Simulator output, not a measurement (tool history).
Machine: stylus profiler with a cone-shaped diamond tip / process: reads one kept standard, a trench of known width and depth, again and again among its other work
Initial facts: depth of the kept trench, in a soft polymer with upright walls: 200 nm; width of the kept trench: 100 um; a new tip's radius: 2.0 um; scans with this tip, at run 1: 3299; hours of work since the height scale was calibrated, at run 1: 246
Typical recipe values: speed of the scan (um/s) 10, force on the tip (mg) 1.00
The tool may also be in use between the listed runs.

| run | day | speed of the scan (um/s) | force on the tip (mg) | scans with this tip | hours of work since the height scale was calibrated | depth of the trench (angstrom) | width of the trench's floor (µm) |
|---|---|---|---|---|---|---|---|
| 1 | 0.000 | 10 | 1.00 | 3299 | 246 | 2007.8 | 97.97 |
| 2 | 0.388 | 10 | 1.00 | 3363 | 251 | 2008.0 | 97.97 |
| 3 | 0.992 | 10 | 1.00 | 3463 | 258 | 2007.9 | 98.00 |
| 4 | 1.412 | 10 | 1.00 | 3533 | 264 | 2007.8 | 97.96 |
| 5 | 1.983 | 10 | 1.00 | 3627 | 271 | 2008.1 | 97.91 |
| 6 | 2.367 | 34 | 1.00 | 3690 | 275 | 2008.0 | 97.84 |
| 7 | 2.904 | 10 | 1.00 | 3780 | 282 | 2008.2 | 97.99 |
| 8 | 3.529 | 10 | 1.00 | 3883 | 290 | 2008.1 | 97.95 |
|  | 3.588 | height scale calibrated on a step standard |
| 9 | 3.867 | 2 | 1.00 | 3935 | 3 | 2008.1 | 98.01 |
| 10 | 4.496 | 11 | 0.52 | 4039 | 11 | 2005.8 | 97.92 |
| 11 | 4.921 | 8 | 1.05 | 4109 | 16 | 2008.6 | 97.88 |
| 12 | 5.404 | 8 | 1.05 | 4189 | 22 | 2008.4 | 97.94 |
| 13 | 5.750 | 30 | 2.41 | 4246 | 27 | 2013.7 | 97.87 |
| 14 | 6.283 | 28 | 0.50 | 4334 | 33 | 2005.8 | 97.79 |
| 15 | 6.867 | 28 | 0.50 | 4431 | 40 | 2005.6 | 97.81 |
| 16 | 7.138 | 20 | 2.93 | 4476 | 44 | 2015.6 | 97.86 |
|  | 7.212 | height scale calibrated on a step standard, once more |
| 17 | 7.425 | 29 | 0.50 | 4520 | 3 | 2003.4 | 97.77 |
| 18 | 7.921 | 11 | 0.73 | 4602 | 9 | 2004.7 | 97.92 |

Predict each of these 4 candidate next runs independently; none follows another, all start after run 18:
| A | 8.342 | 19 | 2.73 | 4671 | 14 | ? | ? |
| B | 8.342 | 11 | 1.05 | 4671 | 14 | ? | ? |
| C | 8.342 | 2 | 1.00 | 4671 | 14 | ? | ? |
| D | 8.342 | 10 | 2.71 | 4671 | 14 | ? | ? |

| run | depth of the trench (angstrom) | width of the trench's floor (µm) |
|---|---|---|
| A | 2012.7 | 97.85 |
| B | 2006.5 | 97.91 |
| C | 2006.4 | 97.96 |
| D | 2012.7 | 97.94 |
Had the tool no hidden state, the same runs would have come out as:
| run | depth of the trench (angstrom) | width of the trench's floor (µm) |
|---|---|---|
| A | 2013.4 | 98.17 |
| B | 2007.2 | 98.23 |
| C | 2007.2 | 98.28 |
| D | 2013.5 | 98.26 |

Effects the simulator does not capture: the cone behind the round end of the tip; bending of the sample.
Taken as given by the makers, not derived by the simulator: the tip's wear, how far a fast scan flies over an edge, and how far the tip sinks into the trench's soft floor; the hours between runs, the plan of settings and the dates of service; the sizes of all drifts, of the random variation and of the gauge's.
